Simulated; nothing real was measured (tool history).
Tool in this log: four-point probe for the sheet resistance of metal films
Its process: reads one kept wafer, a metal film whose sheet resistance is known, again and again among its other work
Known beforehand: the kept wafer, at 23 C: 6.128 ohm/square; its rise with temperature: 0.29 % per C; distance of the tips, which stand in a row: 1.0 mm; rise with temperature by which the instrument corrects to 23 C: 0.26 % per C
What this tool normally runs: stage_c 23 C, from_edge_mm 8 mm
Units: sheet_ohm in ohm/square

| run | hour | stage_c | from_edge_mm | sheet_ohm |
|---|---|---|---|---|
| 1 | 0 | 23 | 8 | 6.199948 |
| 2 | 19.7 | 23 | 8 | 6.198697 |
| 3 | 41.9 | 23 | 8 | 6.201292 |
| 4 | 53.1 | 23 | 8 | 6.197829 |
| 5 | 74.4 | 23 | 8 | 6.201009 |
| 6 | 90.4 | 23 | 8 | 6.199032 |
| 7 | 112.2 | 23 | 8 | 6.198518 |
| 8 | 128.4 | 23 | 25 | 6.154996 |
| 9 | 150.7 | 23 | 25 | 6.154968 |
| 10 | 168.4 | 23 | 8 | 6.19706 |
| 11 | 178.1 | 23 | 8 | 6.200272 |
| 12 | 200.5 | 23 | 8 | 6.199545 |
| 13 | 219.1 | 25 | 5 | 6.281551 |
|  | 220.8 | stage's thermometer calibrated |
| 14 | 231.7 | 20 | 8 | 6.196946 |
| 15 | 248.6 | 34 | 71 | 6.162763 |
| 16 | 267.7 | 32 | 13 | 6.17708 |
| 17 | 280.7 | 23 | 42 | 6.15209 |
| 18 | 292.2 | 23 | 42 | 6.15204 |
| 19 | 304.5 | 22 | 3 | 6.492596 |
| 20 | 320.5 | 22 | 10 | 6.179569 |
| 21 | 336.8 | 22 | 10 | 6.178752 |
| 22 | 355.3 | 22 | 10 | 6.180916 |

Alternative continuations, all from the tool just after run 22; predict every row:
|  | 365.1 | stage's thermometer calibrated, once more |
| A | 367.1 | 23 | 5 | ? |
|  | 365.1 | stage's thermometer calibrated, once more |
| B | 367.1 | 22 | 25 | ? |
|  | 365.1 | stage's thermometer calibrated, once more |
| C | 367.1 | 26 | 11 | ? |
|  | 365.1 | stage's thermometer calibrated, once more |
| D | 367.1 | 26 | 8 | ? |
|  | 365.1 | stage's thermometer calibrated, once more |
| E | 367.1 | 22 | 43 | ? |

| run | sheet_ohm |
|---|---|
| A | 6.266558 |
| B | 6.142331 |
| C | 6.167652 |
| D | 6.194695 |
| E | 6.141075 |
What these runs would have given with no unlogged condition in the tool:
| run | sheet_ohm |
|---|---|
| A | 6.256279 |
| B | 6.132242 |
| C | 6.157515 |
| D | 6.184517 |
| E | 6.130987 |

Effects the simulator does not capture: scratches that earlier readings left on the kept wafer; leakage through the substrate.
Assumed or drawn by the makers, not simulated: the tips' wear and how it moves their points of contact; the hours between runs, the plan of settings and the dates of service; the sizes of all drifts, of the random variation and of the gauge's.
